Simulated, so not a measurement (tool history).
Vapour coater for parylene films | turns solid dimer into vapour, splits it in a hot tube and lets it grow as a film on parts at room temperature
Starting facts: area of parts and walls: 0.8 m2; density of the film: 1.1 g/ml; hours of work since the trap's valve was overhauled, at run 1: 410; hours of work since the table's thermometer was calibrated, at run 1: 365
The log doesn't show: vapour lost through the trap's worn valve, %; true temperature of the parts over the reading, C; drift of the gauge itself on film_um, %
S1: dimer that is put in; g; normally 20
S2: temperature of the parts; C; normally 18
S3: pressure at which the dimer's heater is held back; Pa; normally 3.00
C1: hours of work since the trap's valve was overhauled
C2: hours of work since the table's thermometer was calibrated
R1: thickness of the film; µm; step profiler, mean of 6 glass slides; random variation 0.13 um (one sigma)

run	hour	S1	S2	S3	C1	C2	R1
1	0.0	20	18	3.00	410	365	14.25
2	10.3	20	18	3.00	415	369	14.23
3	31.4	20	18	3.00	425	379	14.15
4	46.7	20	18	3.00	432	387	14.06
5	66.2	20	18	3.00	441	396	14.15
6	83.2	20	18	3.00	449	404	14.04
# hour 85.5: table's thermometer calibrated
7	108.0	20	18	3.00	460	11	14.11
8	120.8	10	16	2.04	466	17	7.65
9	144.1	13	18	4.96	477	28	9.07
10	166.5	9	12	4.96	488	38	7.61
11	187.6	9	12	4.96	498	48	7.62

Predict the results of run 12:
12	203.1	16	14	4.58	505	56	?

R1: 12.43 µm
With the hidden condition absent and the run-to-run variation left alone, this run would have shown R1 14.18 µm.

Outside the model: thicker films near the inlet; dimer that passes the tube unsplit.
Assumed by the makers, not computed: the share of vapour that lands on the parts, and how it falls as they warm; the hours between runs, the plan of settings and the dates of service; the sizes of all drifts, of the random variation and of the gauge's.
